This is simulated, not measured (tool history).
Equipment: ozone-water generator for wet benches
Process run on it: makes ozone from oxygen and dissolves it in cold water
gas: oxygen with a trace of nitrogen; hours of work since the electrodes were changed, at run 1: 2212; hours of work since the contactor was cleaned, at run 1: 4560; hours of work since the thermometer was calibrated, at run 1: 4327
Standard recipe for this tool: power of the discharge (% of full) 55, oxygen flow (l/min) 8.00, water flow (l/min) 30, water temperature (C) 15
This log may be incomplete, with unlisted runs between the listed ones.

| run | day | power of the discharge (% of full) | oxygen flow (l/min) | water flow (l/min) | water temperature (C) | hours of work since the electrodes were changed | hours of work since the contactor was cleaned | hours of work since the thermometer was calibrated | dissolved ozone (ppm) | ozone in the gas ahead of the water (g/m3) |
|---|---|---|---|---|---|---|---|---|---|---|
| 1 | 0.000 | 55 | 8.00 | 30 | 15 | 2212 | 4560 | 4327 | 21.7 | 195.8 |
| 2 | 7.254 | 55 | 8.00 | 30 | 15 | 2338 | 4686 | 4454 | 21.8 | 193.8 |
| 3 | 10.467 | 55 | 8.00 | 30 | 15 | 2394 | 4742 | 4510 | 21.7 | 193.8 |
|  | 12.283 | contactor cleaned |
| 4 | 15.079 | 97 | 8.00 | 30 | 15 | 2472 | 49 | 4587 | 35.1 | 288.7 |
| 5 | 19.367 | 97 | 8.00 | 30 | 15 | 2546 | 123 | 4662 | 34.7 | 285.8 |
|  | 20.071 | water thermometer calibrated |
| 6 | 24.075 | 97 | 8.00 | 30 | 15 | 2628 | 205 | 70 | 34.3 | 283.4 |
| 7 | 30.483 | 55 | 8.00 | 30 | 15 | 2740 | 317 | 182 | 22.7 | 188.2 |
| 8 | 37.183 | 55 | 11.19 | 31 | 15 | 2857 | 434 | 298 | 21.7 | 154.2 |
|  | 39.788 | water thermometer calibrated, once more |
| 9 | 41.829 | 50 | 8.00 | 33 | 20 | 2937 | 514 | 36 | 18.4 | 176.2 |
| 10 | 45.800 | 50 | 8.00 | 33 | 20 | 3006 | 584 | 105 | 18.2 | 177.9 |
| 11 | 51.192 | 50 | 8.00 | 30 | 10 | 3101 | 678 | 199 | 22.7 | 177.8 |
| 12 | 54.988 | 50 | 8.00 | 30 | 18 | 3167 | 744 | 265 | 20.5 | 176.5 |
| 13 | 60.196 | 55 | 8.00 | 30 | 11 | 3257 | 834 | 356 | 23.3 | 184.9 |
| 14 | 66.267 | 41 | 9.40 | 23 | 8 | 3363 | 940 | 462 | 24.7 | 138.7 |

Here are 4 independent what-if runs from the current tool condition. What would each one return?
| A | 71.938 | 46 | 8.00 | 35 | 17 | 3462 | 1039 | 560 | ? | ? |
| B | 71.938 | 61 | 8.00 | 20 | 15 | 3462 | 1039 | 560 | ? | ? |
| C | 71.938 | 55 | 12.09 | 28 | 13 | 3462 | 1039 | 560 | ? | ? |
| D | 71.938 | 80 | 9.40 | 23 | 8 | 3462 | 1039 | 560 | ? | ? |

| run | dissolved ozone (ppm) | ozone in the gas ahead of the water (g/m3) |
|---|---|---|
| A | 16.7 | 163.7 |
| B | 31.8 | 198.2 |
| C | 23.2 | 142.4 |
| D | 38.2 | 216.6 |
With no hidden state in the tool, these same runs would have given:
| run | dissolved ozone (ppm) | ozone in the gas ahead of the water (g/m3) |
|---|---|---|
| A | 19.1 | 184.3 |
| B | 37.5 | 231.0 |
| C | 27.1 | 163.9 |
| D | 46.7 | 261.0 |
